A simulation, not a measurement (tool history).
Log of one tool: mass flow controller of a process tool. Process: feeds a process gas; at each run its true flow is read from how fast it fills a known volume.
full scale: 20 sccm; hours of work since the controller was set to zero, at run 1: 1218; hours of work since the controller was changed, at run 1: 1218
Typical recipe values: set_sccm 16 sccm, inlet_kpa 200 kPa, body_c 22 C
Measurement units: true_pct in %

run	hour	set_sccm	inlet_kpa	body_c	hours of work since the controller was set to zero	hours of work since the controller was changed	true_pct
1	0.0	16	200	22	1218	1218	99.92
2	182.3	16	200	22	1329	1329	99.79
3	302.3	16	200	22	1402	1402	99.93
4	378.8	16	200	22	1449	1449	99.79
5	544.9	16	200	22	1550	1550	99.85
6	704.9	16	200	22	1648	1648	99.94
7	805.3	16	200	22	1709	1709	100.01
8	914.9	16	239	22	1775	1775	99.94
9	1081.7	16	239	22	1877	1877	99.91
10	1207.4	16	200	22	1953	1953	100.00
11	1370.2	16	200	22	2053	2053	100.02
12	1491.8	16	200	36	2127	2127	98.80
13	1592.3	16	193	36	2188	2188	98.78
14	1727.9	16	162	36	2270	2270	98.84
15	1846.2	16	162	36	2342	2342	98.69
16	1930.1	16	162	36	2393	2393	98.73
17	2118.0	16	162	36	2508	2508	98.73
18	2235.0	16	162	36	2579	2579	98.70
19	2366.4	16	162	36	2659	2659	98.86
20	2527.3	16	162	36	2757	2757	98.74
21	2627.0	16	162	36	2818	2818	98.73
22	2714.5	16	162	36	2871	2871	98.85
23	2883.4	16	209	22	2974	2974	99.80
24	2990.3	16	209	22	3039	3039	99.85
25	3125.2	16	209	22	3121	3121	99.91
26	3243.6	4	209	22	3193	3193	97.10
27	3418.4	4	209	22	3299	3299	97.04
28	3574.5	11	168	29	3394	3394	98.41
29	3699.3	5	180	20	3470	3470	97.77
30	3830.0	8	146	22	3550	3550	98.39
31	3915.4	8	146	22	3602	3602	98.36
32	4040.1	10	185	23	3678	3678	98.78
33	4186.4	7	200	24	3767	3767	97.90
34	4358.5	7	200	24	3872	3872	98.01
35	4462.2	2	210	21	3935	3935	94.34
36	4575.6	16	179	22	4004	4004	99.74
37	4655.4	13	180	32	4052	4052	98.47
38	4811.2	16	193	34	4147	4147	98.97
39	4948.4	16	270	34	4231	4231	99.16
40	5066.9	17	223	22	4303	4303	100.09
41	5160.7	10	200	22	4360	4360	98.69
42	5297.4	9	224	31	4443	4443	97.98
43	5424.0	20	257	38	4520	4520	99.33
44	5586.0	16	200	22	4619	4619	99.88
45	5720.2	3	200	22	4701	4701	95.34
46	5864.5	16	207	22	4788	4788	99.85
47	5974.2	7	189	22	4855	4855	97.78
48	6163.0	2	200	23	4970	4970	93.20
# hour 6259.1: controller's zero set anew
49	6266.9	14	200	23	5	5033	100.14

Run by run, hidden condition taken away, random variation retained:
Hidden state at play: flow at rest that the sensor doesn't see, % of full scale; true flow over the shown one, %; drift of the gauge itself on true_pct, %.
run	true_pct
1	99.81
2	99.68
3	99.82
4	99.68
5	99.74
6	99.83
7	99.90
8	99.83
9	99.80
10	99.89
11	99.92
12	98.69
13	98.67
14	98.73
15	98.59
16	98.62
17	98.62
18	98.60
19	98.76
20	98.64
21	98.62
22	98.74
23	99.69
24	99.74
25	99.80
26	98.44
27	98.43
28	98.54
29	98.82
30	98.81
31	98.79
32	99.00
33	98.51
34	98.64
35	98.33
36	99.63
37	98.50
38	98.86
39	99.05
40	99.94
41	98.97
42	98.38
43	99.09
44	99.77
45	98.23
46	99.73
47	98.58
48	98.19
49	99.42
